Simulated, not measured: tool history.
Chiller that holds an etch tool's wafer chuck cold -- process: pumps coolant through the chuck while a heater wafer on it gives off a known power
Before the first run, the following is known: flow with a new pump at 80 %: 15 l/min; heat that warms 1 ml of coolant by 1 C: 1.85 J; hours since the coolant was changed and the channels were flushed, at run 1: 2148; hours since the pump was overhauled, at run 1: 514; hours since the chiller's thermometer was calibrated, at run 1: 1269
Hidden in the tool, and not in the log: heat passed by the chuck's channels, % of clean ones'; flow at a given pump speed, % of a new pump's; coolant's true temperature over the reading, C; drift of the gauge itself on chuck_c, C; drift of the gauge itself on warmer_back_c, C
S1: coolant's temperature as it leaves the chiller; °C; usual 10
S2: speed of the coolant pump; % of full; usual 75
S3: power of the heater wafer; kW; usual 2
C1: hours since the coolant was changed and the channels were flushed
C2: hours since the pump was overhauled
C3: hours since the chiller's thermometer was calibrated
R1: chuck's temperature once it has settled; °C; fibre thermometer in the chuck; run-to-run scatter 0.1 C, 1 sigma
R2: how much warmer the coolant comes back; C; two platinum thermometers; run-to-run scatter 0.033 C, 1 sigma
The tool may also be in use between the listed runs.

Run 1, day 0: usual settings; C1 2148; C2 514; C3 1269. Result: R1 37.6 °C, R2 4.66 C.
Run 2, day 1.504: usual settings; C1 2184; C2 550; C3 1305. Result: R1 37.9 °C, R2 4.68 C.
Run 3, day 3.804: usual settings; C1 2239; C2 605; C3 1361. Result: R1 37.7 °C, R2 4.68 C.
Run 4, day 5.871: usual settings; C1 2289; C2 655; C3 1410. Result: R1 37.8 °C, R2 4.72 C.
Run 5, day 7.312: usual settings but S1 18 °C; C1 2323; C2 689; C3 1445. Result: R1 46.1 °C, R2 4.66 C.
Run 6, day 9.471: usual settings but S1 18 °C; C1 2375; C2 741; C3 1497. Result: R1 45.9 °C, R2 4.66 C.
Run 7, day 12.358: usual settings; C1 2444; C2 810; C3 1566. Result: R1 38.2 °C, R2 4.66 C.
Run 8, day 15.012: usual settings but S2 96 % of full; C1 2508; C2 874; C3 1630. Result: R1 33.6 °C, R2 3.61 C.
Run 9, day 17.025: usual settings; C1 2556; C2 922; C3 1678. Result: R1 38.8 °C, R2 4.68 C.
Run 10, day 19.392: usual settings; C1 2613; C2 979; C3 1735. Result: R1 38.7 °C, R2 4.7 C.
Run 11, day 21.3: usual settings but S1 13 °C; C1 2659; C2 1025; C3 1781. Result: R1 42 °C, R2 4.68 C.
Run 12, day 24.217: usual settings but S1 13 °C; C1 2729; C2 1095; C3 1850. Result: R1 41.9 °C, R2 4.76 C.
Run 13, day 27.05: usual settings but S1 13 °C; C1 2797; C2 1163; C3 1918. Result: R1 42.2 °C, R2 4.69 C.
Run 14, day 28.375: usual settings but S1 13 °C, S2 80 % of full; C1 2829; C2 1195; C3 1950. Result: R1 41.1 °C, R2 4.42 C.
Run 15, day 29.779: usual settings but S1 13 °C, S2 80 % of full; C1 2862; C2 1228; C3 1984. Result: R1 41.2 °C, R2 4.44 C.
Run 16, day 32.308: usual settings but S3 1.044 kW; C1 2923; C2 1289; C3 2045. Result: R1 25.7 °C, R2 2.52 C.
Run 17, day 35.288: usual settings but S1 9 °C; C1 2994; C2 1360; C3 2116. Result: R1 38.7 °C, R2 4.72 C.
Run 18, day 38.275: usual settings but S1 9 °C; C1 3066; C2 1432; C3 2188. Result: R1 38.9 °C, R2 4.72 C.
Run 19, day 40.275: usual settings but S1 16 °C, S2 86 % of full; C1 3114; C2 1480; C3 2236. Result: R1 43.3 °C, R2 4.12 C.
Run 20, day 42.342: usual settings but S1 16 °C, S2 86 % of full; C1 3164; C2 1530; C3 2285. Result: R1 43.4 °C, R2 4.12 C.
At day 44.65: coolant changed, channels flushed.
Run 21, day 45.283: usual settings but S1 4 °C, S2 80 % of full, S3 2.559 kW; C1 15; C2 1594; C3 2350. Result: R1 34.2 °C, R2 5.63 C.
Run 22, day 47.538: usual settings but S1 7 °C, S2 73 % of full, S3 2.559 kW; C1 69; C2 1649; C3 2404. Result: R1 39.5 °C, R2 6.25 C.
Run 23, day 50.271: usual settings but S1 20 °C, S2 67 % of full, S3 2.706 kW; C1 135; C2 1714; C3 2470. Result: R1 56.7 °C, R2 7.31 C.
Run 24, day 52.938: usual settings but S1 20 °C, S2 67 % of full, S3 2.706 kW; C1 199; C2 1778; C3 2534. Result: R1 56.9 °C, R2 7.34 C.
Run 25, day 54.708: usual settings but S1 13 °C, S2 81 % of full, S3 2.07 kW; C1 241; C2 1821; C3 2576. Result: R1 37.8 °C, R2 4.61 C.
Run 26, day 56.171: usual settings but S1 19 °C, S2 67 % of full, S3 2.491 kW; C1 277; C2 1856; C3 2611. Result: R1 53 °C, R2 6.78 C.
Run 27, day 57.4: usual settings but S1 19 °C, S2 89 % of full, S3 1.808 kW; C1 306; C2 1885; C3 2641. Result: R1 39.4 °C, R2 3.65 C.
Run 28, day 58.992: usual settings but S1 19 °C, S2 89 % of full, S3 1.808 kW; C1 344; C2 1923; C3 2679. Result: R1 39.5 °C, R2 3.64 C.
Run 29, day 60.504: usual settings but S1 11 °C, S2 64 % of full, S3 2.098 kW; C1 381; C2 1960; C3 2715. Result: R1 40.9 °C, R2 5.96 C.
Run 30, day 62.042: usual settings but S1 18 °C, S2 62 % of full, S3 1.207 kW; C1 417; C2 1997; C3 2752. Result: R1 36 °C, R2 3.52 C.
Run 31, day 64.467: usual settings but S3 2.481 kW; C1 476; C2 2055; C3 2810. Result: R1 41.8 °C, R2 5.97 C.
Run 32, day 66.579: usual settings but S1 11 °C, S2 67 % of full, S3 2.12 kW; C1 526; C2 2105; C3 2861. Result: R1 40.9 °C, R2 5.78 C.
Run 33, day 68.662: usual settings but S1 12 °C, S3 1.048 kW; C1 576; C2 2155; C3 2911. Result: R1 26 °C, R2 2.49 C.

Entry by entry between the runs, the difference in hidden state between the last listed run before and the first listed run after:
After run 20, before run 21: coolant changed, channels flushed (day 44.65)
  heat passed by the chuck's channels, % of clean ones': 79.8 -> 99.5; flow at a given pump speed, % of a new pump's: 97.4 -> 97.2; coolant's true temperature over the reading, C: 0.62 -> 0.63
  measured value less the no-hidden-state value, R1: +6 -> +1.3 °C; R2: +0.1 -> +0.15 C

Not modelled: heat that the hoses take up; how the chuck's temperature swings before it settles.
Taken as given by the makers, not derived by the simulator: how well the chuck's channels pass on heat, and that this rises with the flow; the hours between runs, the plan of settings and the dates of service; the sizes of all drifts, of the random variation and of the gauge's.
